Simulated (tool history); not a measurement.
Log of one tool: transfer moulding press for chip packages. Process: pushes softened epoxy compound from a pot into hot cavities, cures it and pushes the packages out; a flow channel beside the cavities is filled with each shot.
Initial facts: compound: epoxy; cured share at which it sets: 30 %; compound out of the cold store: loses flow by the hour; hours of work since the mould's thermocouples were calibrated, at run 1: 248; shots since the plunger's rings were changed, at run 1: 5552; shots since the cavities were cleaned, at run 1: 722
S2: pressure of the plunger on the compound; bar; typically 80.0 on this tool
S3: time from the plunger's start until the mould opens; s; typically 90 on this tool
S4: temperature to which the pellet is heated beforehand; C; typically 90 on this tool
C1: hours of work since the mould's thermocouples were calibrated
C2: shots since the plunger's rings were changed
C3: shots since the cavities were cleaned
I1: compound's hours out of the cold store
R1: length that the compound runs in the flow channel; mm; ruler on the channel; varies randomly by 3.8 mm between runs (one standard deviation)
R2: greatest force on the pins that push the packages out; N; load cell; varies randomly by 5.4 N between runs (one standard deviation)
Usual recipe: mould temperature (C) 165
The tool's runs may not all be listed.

{"run": 1, "hour": 0.0, "mould temperature (C)": 165, "S2": 80.0, "S3": 90, "S4": 90, "C1": 248, "C2": 5552, "C3": 722, "I1": 32.9, "R1": 645, "R2": 330}
{"run": 2, "hour": 9.5, "mould temperature (C)": 165, "S2": 80.0, "S3": 90, "S4": 90, "C1": 253, "C2": 5642, "C3": 812, "I1": 45.8, "R1": 600, "R2": 312}
{"run": 3, "hour": 17.6, "mould temperature (C)": 165, "S2": 80.0, "S3": 77, "S4": 90, "C1": 257, "C2": 5719, "C3": 889, "I1": 18.4, "R1": 691, "R2": 442}
{"run": 4, "hour": 29.7, "mould temperature (C)": 165, "S2": 80.0, "S3": 90, "S4": 90, "C1": 263, "C2": 5834, "C3": 1004, "I1": 20.6, "R1": 687, "R2": 349}
{"hour": 36.1, "done": "cavities cleaned with cleaning compound and waxed"}
{"run": 5, "hour": 44.9, "mould temperature (C)": 165, "S2": 80.0, "S3": 90, "S4": 90, "C1": 270, "C2": 5964, "C3": 83, "I1": 32.1, "R1": 642, "R2": 200}
{"run": 6, "hour": 55.9, "mould temperature (C)": 165, "S2": 80.0, "S3": 90, "S4": 90, "C1": 276, "C2": 6069, "C3": 188, "I1": 42.2, "R1": 608, "R2": 231}
{"run": 7, "hour": 65.2, "mould temperature (C)": 165, "S2": 80.0, "S3": 90, "S4": 90, "C1": 281, "C2": 6158, "C3": 277, "I1": 44.6, "R1": 601, "R2": 238}
{"run": 8, "hour": 75.6, "mould temperature (C)": 165, "S2": 80.0, "S3": 90, "S4": 90, "C1": 286, "C2": 6256, "C3": 375, "I1": 41.5, "R1": 608, "R2": 257}
{"run": 9, "hour": 90.4, "mould temperature (C)": 171, "S2": 80.0, "S3": 116, "S4": 88, "C1": 294, "C2": 6397, "C3": 516, "I1": 41.2, "R1": 590, "R2": 247}
{"run": 10, "hour": 104.4, "mould temperature (C)": 165, "S2": 63.2, "S3": 85, "S4": 82, "C1": 301, "C2": 6530, "C3": 649, "I1": 18.7, "R1": 603, "R2": 324}
{"run": 11, "hour": 116.2, "mould temperature (C)": 165, "S2": 68.7, "S3": 85, "S4": 91, "C1": 307, "C2": 6642, "C3": 761, "I1": 22.5, "R1": 615, "R2": 331}

Hidden state at the last listed run before each entry between runs and at the first one after, where it differs:
Logged between run 4 and run 5: cavities cleaned with cleaning compound and waxed (hour 36.1)
  true mould temperature over the reading, C: 0.22 -> 0.24; pressure that reaches the compound, % of what is set: 80.86 -> 80.43; grip of the stained cavities, % over clean ones': 90.2 -> 13.8
  the result without the hidden state subtracted from the measured one, R1: -78 -> -75 mm; R2: +164 -> +23 N
